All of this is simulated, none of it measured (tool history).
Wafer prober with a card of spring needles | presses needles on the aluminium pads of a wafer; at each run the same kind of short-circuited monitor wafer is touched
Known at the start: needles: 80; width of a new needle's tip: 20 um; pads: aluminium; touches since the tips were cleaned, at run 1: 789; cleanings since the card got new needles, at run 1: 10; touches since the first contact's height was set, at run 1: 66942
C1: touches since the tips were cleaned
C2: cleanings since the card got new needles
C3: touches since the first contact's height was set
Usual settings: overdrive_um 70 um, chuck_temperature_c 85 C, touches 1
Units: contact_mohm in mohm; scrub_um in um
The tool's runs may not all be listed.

{"run": 1, "hour": 0.0, "overdrive_um": 70, "chuck_temperature_c": 85, "touches": 1, "C1": 789, "C2": 10, "C3": 66942, "contact_mohm": 283, "scrub_um": 9.39}
{"hour": 9.3, "done": "tips cleaned on abrasive film"}
{"hour": 20.2, "done": "tips cleaned on abrasive film"}
{"run": 2, "hour": 23.4, "overdrive_um": 70, "chuck_temperature_c": 85, "touches": 1, "C1": 2027, "C2": 12, "C3": 81874, "contact_mohm": 317, "scrub_um": 9.36}
{"hour": 31.8, "done": "tips cleaned on abrasive film"}
{"run": 3, "hour": 38.9, "overdrive_um": 80, "chuck_temperature_c": 85, "touches": 1, "C1": 4613, "C2": 13, "C3": 91843, "contact_mohm": 334, "scrub_um": 10.7}
{"hour": 43.1, "done": "tips cleaned on abrasive film"}
{"hour": 54.6, "done": "tips cleaned on abrasive film"}
{"run": 4, "hour": 63.4, "overdrive_um": 80, "chuck_temperature_c": 85, "touches": 1, "C1": 5612, "C2": 15, "C3": 107444, "contact_mohm": 337, "scrub_um": 10.69}
{"hour": 64.8, "done": "tips cleaned on abrasive film"}
{"hour": 75.0, "done": "tips cleaned on abrasive film"}
{"hour": 85.2, "done": "tips cleaned on abrasive film"}
{"run": 5, "hour": 87.9, "overdrive_um": 80, "chuck_temperature_c": 85, "touches": 1, "C1": 1733, "C2": 18, "C3": 123063, "contact_mohm": 307, "scrub_um": 10.69}
{"hour": 97.0, "done": "tips cleaned on abrasive film"}
{"hour": 108.1, "done": "tips cleaned on abrasive film"}
{"run": 6, "hour": 108.6, "overdrive_um": 80, "chuck_temperature_c": 35, "touches": 1, "C1": 351, "C2": 20, "C3": 136282, "contact_mohm": 260, "scrub_um": 10.65}
{"hour": 119.1, "done": "tips cleaned on abrasive film"}
{"run": 7, "hour": 122.6, "overdrive_um": 70, "chuck_temperature_c": 42, "touches": 1, "C1": 2200, "C2": 21, "C3": 145202, "contact_mohm": 327, "scrub_um": 9.32}
{"hour": 129.9, "done": "tips cleaned on abrasive film"}
{"hour": 140.0, "done": "tips cleaned on abrasive film"}
{"run": 8, "hour": 140.0, "overdrive_um": 70, "chuck_temperature_c": 85, "touches": 1, "C1": 0, "C2": 23, "C3": 156338, "contact_mohm": 260, "scrub_um": 9.29}
{"hour": 151.3, "done": "tips cleaned on abrasive film"}
{"hour": 157.6, "done": "tips cleaned on abrasive film, once more"}
{"run": 9, "hour": 159.8, "overdrive_um": 70, "chuck_temperature_c": 85, "touches": 1, "C1": 1406, "C2": 25, "C3": 168960, "contact_mohm": 306, "scrub_um": 9.29}
{"hour": 168.8, "done": "tips cleaned on abrasive film"}
{"run": 10, "hour": 175.0, "overdrive_um": 70, "chuck_temperature_c": 85, "touches": 1, "C1": 4001, "C2": 26, "C3": 178665, "contact_mohm": 348, "scrub_um": 9.28}
{"hour": 180.0, "done": "tips cleaned on abrasive film"}
{"hour": 190.0, "done": "tips cleaned on abrasive film"}
{"run": 11, "hour": 198.5, "overdrive_um": 70, "chuck_temperature_c": 85, "touches": 1, "C1": 5524, "C2": 28, "C3": 193703, "contact_mohm": 372, "scrub_um": 9.27}
{"hour": 200.0, "done": "tips cleaned on abrasive film"}
{"hour": 211.3, "done": "tips cleaned on abrasive film"}
{"hour": 221.7, "done": "tips cleaned on abrasive film"}
{"run": 12, "hour": 223.8, "overdrive_um": 70, "chuck_temperature_c": 85, "touches": 1, "C1": 1358, "C2": 31, "C3": 209799, "contact_mohm": 316, "scrub_um": 9.23}
{"hour": 232.2, "done": "tips cleaned on abrasive film"}
{"run": 13, "hour": 235.9, "overdrive_um": 70, "chuck_temperature_c": 85, "touches": 1, "C1": 2368, "C2": 32, "C3": 217517, "contact_mohm": 325, "scrub_um": 9.26}
{"hour": 243.6, "done": "tips cleaned on abrasive film"}
{"run": 14, "hour": 251.6, "overdrive_um": 70, "chuck_temperature_c": 85, "touches": 1, "C1": 5169, "C2": 33, "C3": 227566, "contact_mohm": 363, "scrub_um": 9.23}
{"hour": 255.2, "done": "tips cleaned on abrasive film"}
{"hour": 266.5, "done": "tips cleaned on abrasive film"}
{"run": 15, "hour": 272.7, "overdrive_um": 70, "chuck_temperature_c": 85, "touches": 1, "C1": 4026, "C2": 35, "C3": 241050, "contact_mohm": 364, "scrub_um": 9.25}
{"hour": 277.8, "done": "tips cleaned on abrasive film"}
{"hour": 285.4, "done": "height of the first contact set anew"}
{"run": 16, "hour": 286.9, "overdrive_um": 61, "chuck_temperature_c": 29, "touches": 3, "C1": 5700, "C2": 36, "C3": 946, "contact_mohm": 296, "scrub_um": 8.21}
{"hour": 289.1, "done": "tips cleaned on abrasive film"}
{"hour": 301.2, "done": "tips cleaned on abrasive film"}
{"run": 17, "hour": 305.8, "overdrive_um": 61, "chuck_temperature_c": 29, "touches": 3, "C1": 2985, "C2": 38, "C3": 12994, "contact_mohm": 279, "scrub_um": 8.23}
{"hour": 312.0, "done": "tips cleaned on abrasive film"}
{"run": 18, "hour": 316.3, "overdrive_um": 80, "chuck_temperature_c": 28, "touches": 2, "C1": 2745, "C2": 39, "C3": 19695, "contact_mohm": 285, "scrub_um": 10.78}
{"hour": 322.0, "done": "tips cleaned on abrasive film"}
{"hour": 332.4, "done": "tips cleaned on abrasive film"}
{"run": 19, "hour": 342.0, "overdrive_um": 65, "chuck_temperature_c": 31, "touches": 1, "C1": 6145, "C2": 41, "C3": 36104, "contact_mohm": 386, "scrub_um": 8.72}
{"hour": 344.2, "done": "tips cleaned on abrasive film"}
{"hour": 355.9, "done": "tips cleaned on abrasive film"}
{"run": 20, "hour": 356.8, "overdrive_um": 65, "chuck_temperature_c": 31, "touches": 1, "C1": 596, "C2": 43, "C3": 45555, "contact_mohm": 286, "scrub_um": 8.71}
{"hour": 366.1, "done": "tips cleaned on abrasive film"}
{"hour": 376.0, "done": "tips cleaned on abrasive film"}
{"run": 21, "hour": 379.9, "overdrive_um": 82, "chuck_temperature_c": 66, "touches": 2, "C1": 2489, "C2": 45, "C3": 60290, "contact_mohm": 281, "scrub_um": 11}
{"hour": 386.6, "done": "tips cleaned on abrasive film"}
{"hour": 398.1, "done": "tips cleaned on abrasive film"}
{"run": 22, "hour": 403.6, "overdrive_um": 82, "chuck_temperature_c": 42, "touches": 2, "C1": 3558, "C2": 47, "C3": 75465, "contact_mohm": 283, "scrub_um": 10.97}
{"hour": 408.2, "done": "tips cleaned on abrasive film"}
{"hour": 418.7, "done": "tips cleaned on abrasive film"}
{"run": 23, "hour": 421.0, "overdrive_um": 82, "chuck_temperature_c": 32, "touches": 2, "C1": 1498, "C2": 49, "C3": 86531, "contact_mohm": 263, "scrub_um": 10.98}
{"hour": 429.7, "done": "tips cleaned on abrasive film"}
{"run": 24, "hour": 432.9, "overdrive_um": 70, "chuck_temperature_c": 46, "touches": 2, "C1": 2049, "C2": 50, "C3": 94109, "contact_mohm": 293, "scrub_um": 9.36}
{"hour": 440.9, "done": "tips cleaned on abrasive film"}
{"run": 25, "hour": 445.8, "overdrive_um": 51, "chuck_temperature_c": 73, "touches": 3, "C1": 3148, "C2": 51, "C3": 102390, "contact_mohm": 307, "scrub_um": 6.8}
{"hour": 451.3, "done": "tips cleaned on abrasive film"}
{"hour": 461.3, "done": "tips cleaned on abrasive film"}
{"run": 26, "hour": 465.1, "overdrive_um": 77, "chuck_temperature_c": 73, "touches": 2, "C1": 2475, "C2": 53, "C3": 114687, "contact_mohm": 288, "scrub_um": 10.31}
{"hour": 472.4, "done": "tips cleaned on abrasive film"}
{"run": 27, "hour": 477.0, "overdrive_um": 77, "chuck_temperature_c": 73, "touches": 2, "C1": 2956, "C2": 54, "C3": 122269, "contact_mohm": 294, "scrub_um": 10.3}

How the hidden state differs across the entries between the runs, from the last listed run before each to the first after it:
Between runs 1 and 2: tips cleaned on abrasive film (hour 9.3); tips cleaned on abrasive film (hour 20.2)
  debris on the tips, nm: 43.5 -> 89.4; way that the needles fall short of the set height, um: 0.42 -> 0.61; tips' diameter, um: 20.15 -> 20.22
  measured less the result without the state, contact_mohm: +33 -> +68 mohm; scrub_um: -0.05 -> -0.08 um
Between runs 2 and 3: tips cleaned on abrasive film (hour 31.8)
  debris on the tips, nm: 89.4 -> 144.4; way that the needles fall short of the set height, um: 0.61 -> 0.65; tips' diameter, um: 20.22 -> 20.24
  measured less the result without the state, contact_mohm: +68 -> +87 mohm; scrub_um: -0.08 -> -0.09 um
Between runs 3 and 4: tips cleaned on abrasive film (hour 43.1); tips cleaned on abrasive film (hour 54.6)
  debris on the tips, nm: 144.4 -> 150.1; way that the needles fall short of the set height, um: 0.65 -> 0.74; tips' diameter, um: 20.24 -> 20.27
  measured less the result without the state, contact_mohm: +87 -> +90 mohm; scrub_um: -0.09 -> -0.1 um
Between runs 4 and 5: tips cleaned on abrasive film (hour 64.8); tips cleaned on abrasive film (hour 75); tips cleaned on abrasive film (hour 85.2)
  debris on the tips, nm: 150.1 -> 95.6; way that the needles fall short of the set height, um: 0.74 -> 0.85; tips' diameter, um: 20.27 -> 20.3
  measured less the result without the state, contact_mohm: +90 -> +58 mohm; scrub_um: -0.1 -> -0.11 um
Between runs 5 and 6: tips cleaned on abrasive film (hour 97); tips cleaned on abrasive film (hour 108.1)
  debris on the tips, nm: 95.6 -> 33.4; way that the needles fall short of the set height, um: 0.85 -> 0.93; tips' diameter, um: 20.3 -> 20.33
  measured less the result without the state, contact_mohm: +58 -> +23 mohm; scrub_um: -0.11 -> -0.12 um
Between runs 6 and 7: tips cleaned on abrasive film (hour 119.1)
  debris on the tips, nm: 33.4 -> 105; way that the needles fall short of the set height, um: 0.93 -> 0.97; tips' diameter, um: 20.33 -> 20.35
  measured less the result without the state, contact_mohm: +23 -> +88 mohm; scrub_um: -0.12 -> -0.13 um
Between runs 7 and 8: tips cleaned on abrasive film (hour 129.9); tips cleaned on abrasive film (hour 140)
  debris on the tips, nm: 105 -> 15.4; way that the needles fall short of the set height, um: 0.97 -> 1.04; tips' diameter, um: 20.35 -> 20.37
  measured less the result without the state, contact_mohm: +88 -> +13 mohm; scrub_um: -0.13 -> -0.14 um
Between runs 8 and 9: tips cleaned on abrasive film (hour 151.3); tips cleaned on abrasive film, once more (hour 157.6)
  debris on the tips, nm: 15.4 -> 73.8; way that the needles fall short of the set height, um: 1.04 -> 1.13; tips' diameter, um: 20.37 -> 20.4
  measured less the result without the state, contact_mohm: +13 -> +58 mohm; scrub_um: -0.14 -> -0.16 um
Between runs 9 and 10: tips cleaned on abrasive film (hour 168.8)
  debris on the tips, nm: 73.8 -> 130.3; way that the needles fall short of the set height, um: 1.13 -> 1.18; tips' diameter, um: 20.4 -> 20.42
  measured less the result without the state, contact_mohm: +58 -> +102 mohm; scrub_um: -0.16 -> -0.16 um
Between runs 10 and 11: tips cleaned on abrasive film (hour 180); tips cleaned on abrasive film (hour 190)
  debris on the tips, nm: 130.3 -> 150.2; way that the needles fall short of the set height, um: 1.18 -> 1.27; tips' diameter, um: 20.42 -> 20.45
  measured less the result without the state, contact_mohm: +102 -> +120 mohm; scrub_um: -0.16 -> -0.18 um
Between runs 11 and 12: tips cleaned on abrasive film (hour 200); tips cleaned on abrasive film (hour 211.3); tips cleaned on abrasive film (hour 221.7)
  debris on the tips, nm: 150.2 -> 83.5; way that the needles fall short of the set height, um: 1.27 -> 1.4; tips' diameter, um: 20.45 -> 20.5
  measured less the result without the state, contact_mohm: +120 -> +66 mohm; scrub_um: -0.18 -> -0.19 um
Between runs 12 and 13: tips cleaned on abrasive film (hour 232.2)
  debris on the tips, nm: 83.5 -> 88.4; way that the needles fall short of the set height, um: 1.4 -> 1.44; tips' diameter, um: 20.5 -> 20.51
  measured less the result without the state, contact_mohm: +66 -> +73 mohm; scrub_um: -0.19 -> -0.2 um
Between runs 13 and 14: tips cleaned on abrasive film (hour 243.6)
  debris on the tips, nm: 88.4 -> 143.2; way that the needles fall short of the set height, um: 1.44 -> 1.49; tips' diameter, um: 20.51 -> 20.53
  measured less the result without the state, contact_mohm: +73 -> +114 mohm; scrub_um: -0.2 -> -0.2 um
Between runs 14 and 15: tips cleaned on abrasive film (hour 255.2); tips cleaned on abrasive film (hour 266.5)
  debris on the tips, nm: 143.2 -> 133.4; way that the needles fall short of the set height, um: 1.49 -> 1.57; tips' diameter, um: 20.53 -> 20.56
  measured less the result without the state, contact_mohm: +114 -> +110 mohm; scrub_um: -0.2 -> -0.21 um
Between runs 15 and 16: tips cleaned on abrasive film (hour 277.8); height of the first contact set anew (hour 285.4)
  debris on the tips, nm: 133.4 -> 148.7; way that the needles fall short of the set height, um: 1.57 -> 0; tips' diameter, um: 20.56 -> 20.57
  measured less the result without the state, contact_mohm: +110 -> +59 mohm; scrub_um: -0.21 -> +0 um
Between runs 16 and 17: tips cleaned on abrasive film (hour 289.1); tips cleaned on abrasive film (hour 301.2)
  debris on the tips, nm: 148.7 -> 115.3; way that the needles fall short of the set height, um: 0 -> 0.08; tips' diameter, um: 20.57 -> 20.6
  measured less the result without the state, contact_mohm: +59 -> +45 mohm; scrub_um: +0 -> -0.01 um
Between runs 17 and 18: tips cleaned on abrasive film (hour 312)
  debris on the tips, nm: 115.3 -> 113.8; way that the needles fall short of the set height, um: 0.08 -> 0.12; tips' diameter, um: 20.6 -> 20.61
  measured less the result without the state, contact_mohm: +45 -> +47 mohm; scrub_um: -0.01 -> -0.01 um
Between runs 18 and 19: tips cleaned on abrasive film (hour 322); tips cleaned on abrasive film (hour 332.4)
  debris on the tips, nm: 113.8 -> 156.4; way that the needles fall short of the set height, um: 0.12 -> 0.2; tips' diameter, um: 20.61 -> 20.64
  measured less the result without the state, contact_mohm: +47 -> +152 mohm; scrub_um: -0.01 -> -0.03 um
Between runs 19 and 20: tips cleaned on abrasive film (hour 344.2); tips cleaned on abrasive film (hour 355.9)
  debris on the tips, nm: 156.4 -> 48.7; way that the needles fall short of the set height, um: 0.2 -> 0.28; tips' diameter, um: 20.64 -> 20.67
  measured less the result without the state, contact_mohm: +152 -> +48 mohm; scrub_um: -0.03 -> -0.04 um
Between runs 20 and 21: tips cleaned on abrasive film (hour 366.1); tips cleaned on abrasive film (hour 376)
  debris on the tips, nm: 48.7 -> 108.7; way that the needles fall short of the set height, um: 0.28 -> 0.36; tips' diameter, um: 20.67 -> 20.69
  measured less the result without the state, contact_mohm: +48 -> +40 mohm; scrub_um: -0.04 -> -0.05 um
Between runs 21 and 22: tips cleaned on abrasive film (hour 386.6); tips cleaned on abrasive film (hour 398.1)
  debris on the tips, nm: 108.7 -> 121.2; way that the needles fall short of the set height, um: 0.36 -> 0.45; tips' diameter, um: 20.69 -> 20.73
  measured less the result without the state, contact_mohm: +40 -> +47 mohm; scrub_um: -0.05 -> -0.06 um
Between runs 22 and 23: tips cleaned on abrasive film (hour 408.2); tips cleaned on abrasive film (hour 418.7)
  debris on the tips, nm: 121.2 -> 76.7; way that the needles fall short of the set height, um: 0.45 -> 0.54; tips' diameter, um: 20.73 -> 20.76
  measured less the result without the state, contact_mohm: +47 -> +30 mohm; scrub_um: -0.06 -> -0.08 um
Between runs 23 and 24: tips cleaned on abrasive film (hour 429.7)
  debris on the tips, nm: 76.7 -> 103.3; way that the needles fall short of the set height, um: 0.54 -> 0.57; tips' diameter, um: 20.76 -> 20.77
  measured less the result without the state, contact_mohm: +30 -> +53 mohm; scrub_um: -0.08 -> -0.08 um
Between runs 24 and 25: tips cleaned on abrasive film (hour 440.9)
  debris on the tips, nm: 103.3 -> 114.5; way that the needles fall short of the set height, um: 0.57 -> 0.61; tips' diameter, um: 20.77 -> 20.78
  measured less the result without the state, contact_mohm: +53 -> +60 mohm; scrub_um: -0.08 -> -0.09 um
Between runs 25 and 26: tips cleaned on abrasive film (hour 451.3); tips cleaned on abrasive film (hour 461.3)
  debris on the tips, nm: 114.5 -> 104.7; way that the needles fall short of the set height, um: 0.61 -> 0.68; tips' diameter, um: 20.78 -> 20.81
  measured less the result without the state, contact_mohm: +60 -> +44 mohm; scrub_um: -0.09 -> -0.09 um
Between runs 26 and 27: tips cleaned on abrasive film (hour 472.4)
  debris on the tips, nm: 104.7 -> 123.3; way that the needles fall short of the set height, um: 0.68 -> 0.71; tips' diameter, um: 20.81 -> 20.82
  measured less the result without the state, contact_mohm: +44 -> +51 mohm; scrub_um: -0.09 -> -0.1 um
